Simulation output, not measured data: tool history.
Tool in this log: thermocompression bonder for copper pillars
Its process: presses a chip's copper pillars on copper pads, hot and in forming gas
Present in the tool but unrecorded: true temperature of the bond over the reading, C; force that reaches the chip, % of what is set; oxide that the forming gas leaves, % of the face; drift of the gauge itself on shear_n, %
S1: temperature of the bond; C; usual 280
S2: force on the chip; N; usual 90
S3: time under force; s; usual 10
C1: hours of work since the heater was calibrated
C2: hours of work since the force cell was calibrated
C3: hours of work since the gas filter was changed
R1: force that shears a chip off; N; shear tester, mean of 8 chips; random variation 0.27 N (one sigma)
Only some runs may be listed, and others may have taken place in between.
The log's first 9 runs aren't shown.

run     day   S1   S2  S3   C1   C2   C3    R1
 10   3.762  280   90  10   83  261    9  36.9
 11   4.154  280   90  10   89  267   16  37.2
 12   4.575  280   99  10   96  274   22  40.6
 13   4.954  280   90  10  102  280   28  36.7
 14   5.546  280   90  10  111  289   38  36.3
 15   6.046  280   90  26  119  297   46  51.6
 16   6.367  280   90  26  124  302   51  51.0
 17   6.708  280  122  26  130  307   56  63.6
 18   7.025  280   90  10  135  313   61  35.7
 19   7.542  280   90  10  143  321   69  35.8
 20   7.800  280   90  10  147  325   74  35.3
 21   8.050  280   90  10  151  329   78  35.3
 22   8.554  280   90  10  159  337   86  35.2
 23   8.925  263   69   7  165  343   91  19.6
 24   9.296  285   56  23  171  349   97  32.2
 25   9.771  302   66  10  179  356  105  31.5
 26  10.371  302   66  10  188  366  114  31.1
 27  10.792  274   62   5  195  372  121  16.3
 28  11.108  280   90   5  200  377  126  25.6
 29  11.492  280   90   5  206  384  132  25.2
 30  11.925  280   90  11  213  390  139  35.0
 31  12.388  280   90  11  220  398  147  34.9
     12.579  -- forming gas filter changed
 32  12.733  278  132  10  225  403    2  52.1
 33  13.158  257   57  16  232  410    9  22.9
 34  13.625  279   97   5  240  417   17  30.3

What does the tool deliver on the next run?
 35  14.079  279  97   5  247  424  24   ?

{"run 35": {"R1": 30.1}}
Minus the tool's unlogged condition, the same run would have read R1 29.3 N.
